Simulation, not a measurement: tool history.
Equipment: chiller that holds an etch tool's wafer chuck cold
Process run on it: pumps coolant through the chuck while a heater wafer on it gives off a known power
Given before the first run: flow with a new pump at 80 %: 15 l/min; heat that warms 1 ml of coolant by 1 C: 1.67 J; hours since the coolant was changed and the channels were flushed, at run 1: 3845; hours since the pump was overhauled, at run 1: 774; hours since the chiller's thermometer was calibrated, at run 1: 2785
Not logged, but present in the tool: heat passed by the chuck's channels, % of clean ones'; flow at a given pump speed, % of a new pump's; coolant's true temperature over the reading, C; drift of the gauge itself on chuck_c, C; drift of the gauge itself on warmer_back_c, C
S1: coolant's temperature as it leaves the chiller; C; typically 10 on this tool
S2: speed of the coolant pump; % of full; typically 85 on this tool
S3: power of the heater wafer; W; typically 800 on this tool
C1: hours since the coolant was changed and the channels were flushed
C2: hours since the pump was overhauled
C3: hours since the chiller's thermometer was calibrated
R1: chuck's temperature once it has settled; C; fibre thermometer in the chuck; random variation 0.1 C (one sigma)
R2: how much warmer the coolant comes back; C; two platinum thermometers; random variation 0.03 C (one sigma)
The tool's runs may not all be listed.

run 1 hour=0.0 | S1=10 S2=85 S3=800 | C1=3845 C2=774 C3=2785 | R1=16.6 R2=1.78
run 2 hour=45.2 | S1=10 S2=85 S3=800 | C1=3890 C2=820 C3=2830 | R1=16.5 R2=1.85
run 3 hour=88.9 | S1=10 S2=85 S3=800 | C1=3934 C2=863 C3=2874 | R1=16.5 R2=1.81
run 4 hour=111.6 | S1=3 S2=85 S3=800 | C1=3957 C2=886 C3=2896 | R1=9.6 R2=1.84
run 5 hour=162.7 | S1=10 S2=85 S3=800 | C1=4008 C2=937 C3=2947 | R1=16.6 R2=1.86
run 6 hour=198.9 | S1=10 S2=85 S3=800 | C1=4044 C2=973 C3=2984 | R1=16.8 R2=1.89
run 7 hour=238.0 | S1=10 S2=85 S3=800 | C1=4083 C2=1012 C3=3023 | R1=16.6 R2=1.88
run 8 hour=269.5 | S1=17 S2=80 S3=800 | C1=4114 C2=1044 C3=3054 | R1=24.1 R2=2.10
run 9 hour=290.7 | S1=17 S2=80 S3=800 | C1=4136 C2=1065 C3=3075 | R1=24.0 R2=2.06
-- hour=300.5 chiller's thermometer calibrated
run 10 hour=315.1 | S1=17 S2=80 S3=800 | C1=4159 C2=1089 C3=15 | R1=24.0 R2=2.13
run 11 hour=356.8 | S1=17 S2=78 S3=800 | C1=4201 C2=1130 C3=56 | R1=24.2 R2=2.13
run 12 hour=388.2 | S1=17 S2=78 S3=800 | C1=4232 C2=1162 C3=88 | R1=24.1 R2=2.15
run 13 hour=434.6 | S1=17 S2=94 S3=800 | C1=4279 C2=1208 C3=134 | R1=23.1 R2=1.83
run 14 hour=475.5 | S1=17 S2=94 S3=800 | C1=4319 C2=1249 C3=175 | R1=23.1 R2=1.79

Forecast each of these 4 alternatives for the next run:
run A hour=525.8 | S1=11 S2=99 S3=710 | C1=4370 C2=1299 C3=225 | R1=? R2=?
run B hour=525.8 | S1=14 S2=85 S3=800 | C1=4370 C2=1299 C3=225 | R1=? R2=?
run C hour=525.8 | S1=17 S2=94 S3=447 | C1=4370 C2=1299 C3=225 | R1=? R2=?
run D hour=525.8 | S1=10 S2=85 S3=466 | C1=4370 C2=1299 C3=225 | R1=? R2=?

run=A R1=16.2 R2=1.61
run=B R1=20.7 R2=2.03
run=C R1=20.2 R2=1.13
run=D R1=13.8 R2=1.30
Without the tool's unlogged condition, the same runs would have read:
run=A R1=16.1 R2=1.35
run=B R1=20.7 R2=1.76
run=C R1=20.2 R2=0.87
run=D R1=13.8 R2=1.04

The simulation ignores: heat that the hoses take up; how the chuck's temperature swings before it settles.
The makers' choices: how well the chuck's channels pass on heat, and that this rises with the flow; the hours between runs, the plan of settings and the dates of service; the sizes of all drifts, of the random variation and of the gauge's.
